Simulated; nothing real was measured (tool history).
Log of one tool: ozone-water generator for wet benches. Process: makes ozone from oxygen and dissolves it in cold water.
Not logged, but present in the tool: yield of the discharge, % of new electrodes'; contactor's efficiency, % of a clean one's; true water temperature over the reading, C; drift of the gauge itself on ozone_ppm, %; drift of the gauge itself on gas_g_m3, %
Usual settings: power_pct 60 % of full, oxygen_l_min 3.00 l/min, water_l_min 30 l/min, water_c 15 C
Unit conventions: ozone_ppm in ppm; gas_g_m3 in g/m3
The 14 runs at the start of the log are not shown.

run,hour,power_pct,oxygen_l_min,water_l_min,water_c,hours of work since the electrodes were changed,hours of work since the contactor was cleaned,hours of work since the thermometer was calibrated,ozone_ppm,gas_g_m3
15,442.7,60,3.00,30,23,465,3495,1783,10.8,180.5
16,464.6,60,3.00,30,23,482,3511,1800,10.8,181.8
17,498.6,60,3.00,30,23,508,3537,1826,10.7,181.7
18,531.1,66,1.87,19,8,533,3562,1851,16.3,233.1
19,562.7,60,3.00,37,15,557,3587,1875,9.5,178.4
20,581.4,60,3.00,37,15,571,3601,1889,9.8,181.9
21,614.4,62,4.66,26,15,597,3626,1915,15.2,151.9
22,642.0,62,4.66,26,15,618,3647,1936,15.2,153.0
23,674.3,97,3.00,47,15,643,3672,1961,9.9,241.5
24,702.5,40,3.71,30,12,664,3694,1982,9.8,125.7
25,732.5,91,2.70,30,15,687,3717,2005,14.4,244.0
26,764.6,89,4.06,41,15,712,3741,2030,12.1,201.0
27,801.6,60,1.82,18,7,740,3770,2058,16.0,219.9
28,823.1,44,4.56,29,8,757,3786,2075,11.9,124.3
29,847.4,44,4.56,29,8,775,3805,2093,12.0,124.4
30,875.5,44,4.56,29,8,797,3826,2115,11.5,123.3
31,891.5,98,3.83,29,8,809,3839,2127,18.4,219.3
32,915.1,42,5.09,30,11,827,3857,2145,11.2,114.0

Consider 5 possible next runs. They are alternatives, not a sequence: every one starts from the tool as it was left by run 32. What does each give?
A,934.8,60,2.39,30,20,842,3872,2160,?,?
B,934.8,60,1.96,30,12,842,3872,2160,?,?
C,934.8,42,5.09,30,19,842,3872,2160,?,?
D,934.8,46,5.09,44,22,842,3872,2160,?,?
E,934.8,60,2.64,29,9,842,3872,2160,?,?

run,ozone_ppm,gas_g_m3
A,10.0,196.3
B,9.8,215.3
C,10.2,114.2
D,7.6,121.9
E,11.6,188.2
Take away the tool's hidden state, keep each run's random variation, and the runs would have read:
run,ozone_ppm,gas_g_m3
A,10.7,201.1
B,10.4,220.6
C,10.8,116.4
D,8.1,124.3
E,12.4,192.9

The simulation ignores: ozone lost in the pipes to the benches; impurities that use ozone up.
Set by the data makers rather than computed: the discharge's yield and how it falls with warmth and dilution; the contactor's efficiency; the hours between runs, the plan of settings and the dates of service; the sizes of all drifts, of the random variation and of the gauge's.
